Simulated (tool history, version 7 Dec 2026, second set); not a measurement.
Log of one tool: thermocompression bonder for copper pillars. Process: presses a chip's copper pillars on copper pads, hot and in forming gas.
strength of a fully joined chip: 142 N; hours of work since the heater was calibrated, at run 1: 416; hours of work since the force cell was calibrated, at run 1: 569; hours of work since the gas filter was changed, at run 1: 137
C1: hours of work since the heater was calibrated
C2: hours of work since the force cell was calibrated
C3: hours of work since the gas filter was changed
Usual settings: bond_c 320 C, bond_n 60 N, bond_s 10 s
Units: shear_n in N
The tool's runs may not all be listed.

Run 1, hour 0.0: usual settings; C1 416; C2 569; C3 137. Result: shear_n 98.8 N.
Run 2, hour 17.3: usual settings; C1 426; C2 580; C3 148. Result: shear_n 97.8 N.
Run 3, hour 35.2: usual settings; C1 437; C2 591; C3 159. Result: shear_n 97.9 N.
Run 4, hour 49.8: usual settings; C1 446; C2 600; C3 168. Result: shear_n 98.2 N.
Run 5, hour 66.7: usual settings but bond_n 84 N; C1 457; C2 610; C3 178. Result: shear_n 120.2 N.
Run 6, hour 82.0: usual settings but bond_c 328 C; C1 466; C2 619; C3 188. Result: shear_n 105.9 N.
Run 7, hour 93.0: usual settings but bond_c 328 C, bond_n 67 N; C1 473; C2 626; C3 194. Result: shear_n 114.0 N.
Run 8, hour 103.1: usual settings but bond_n 44 N; C1 479; C2 632; C3 200. Result: shear_n 77.8 N.
Run 9, hour 125.2: usual settings; C1 492; C2 646; C3 214. Result: shear_n 98.7 N.
At hour 127.9: forming gas filter changed.
Run 10, hour 136.8: usual settings; C1 499; C2 653; C3 5. Result: shear_n 99.6 N.
Run 11, hour 157.5: usual settings but bond_n 50 N, bond_s 27 s; C1 512; C2 665; C3 18. Result: shear_n 110.7 N.
Run 12, hour 167.3: usual settings but bond_c 297 C, bond_n 38 N, bond_s 21 s; C1 518; C2 671; C3 24. Result: shear_n 63.9 N.
Run 13, hour 188.5: usual settings but bond_c 297 C, bond_n 38 N, bond_s 21 s; C1 531; C2 684; C3 37. Result: shear_n 64.1 N.
Run 14, hour 198.4: usual settings but bond_c 297 C, bond_n 38 N, bond_s 21 s; C1 537; C2 690; C3 43. Result: shear_n 63.4 N.
Run 15, hour 217.0: usual settings but bond_c 295 C, bond_n 70 N; C1 548; C2 702; C3 54. Result: shear_n 86.2 N.
Run 16, hour 237.3: usual settings but bond_c 308 C, bond_n 47 N, bond_s 15 s; C1 560; C2 714; C3 67. Result: shear_n 81.7 N.
Run 17, hour 249.9: usual settings but bond_c 308 C, bond_n 47 N, bond_s 15 s; C1 568; C2 722; C3 74. Result: shear_n 80.3 N.
Run 18, hour 268.4: usual settings but bond_c 346 C, bond_n 58 N, bond_s 7 s; C1 579; C2 733; C3 86. Result: shear_n 109.5 N.
Run 19, hour 284.2: usual settings but bond_c 346 C, bond_n 58 N, bond_s 5 s; C1 589; C2 743; C3 95. Result: shear_n 102.7 N.
Run 20, hour 306.2: usual settings but bond_n 73 N, bond_s 19 s; C1 603; C2 756; C3 109. Result: shear_n 124.4 N.

4 ways to go on from here, each from the tool as it stands after run 20. What would each give?
Run A, hour 320.7: usual settings but bond_n 44 N, bond_s 19 s; C1 611; C2 765; C3 118. Result: shear_n ?.
Run B, hour 320.7: usual settings but bond_n 89 N, bond_s 16 s; C1 611; C2 765; C3 118. Result: shear_n ?.
Run C, hour 320.7: usual settings but bond_c 321 C, bond_n 43 N, bond_s 6 s; C1 611; C2 765; C3 118. Result: shear_n ?.
Run D, hour 320.7: usual settings but bond_c 305 C, bond_n 78 N; C1 611; C2 765; C3 118. Result: shear_n ?.

run  shear_n
  A     93.6
  B    130.3
  C     63.9
  D    104.6
Without the tool's hidden state the same runs would have given:
run  shear_n
  A     93.3
  B    130.3
  C     63.6
  D    104.3
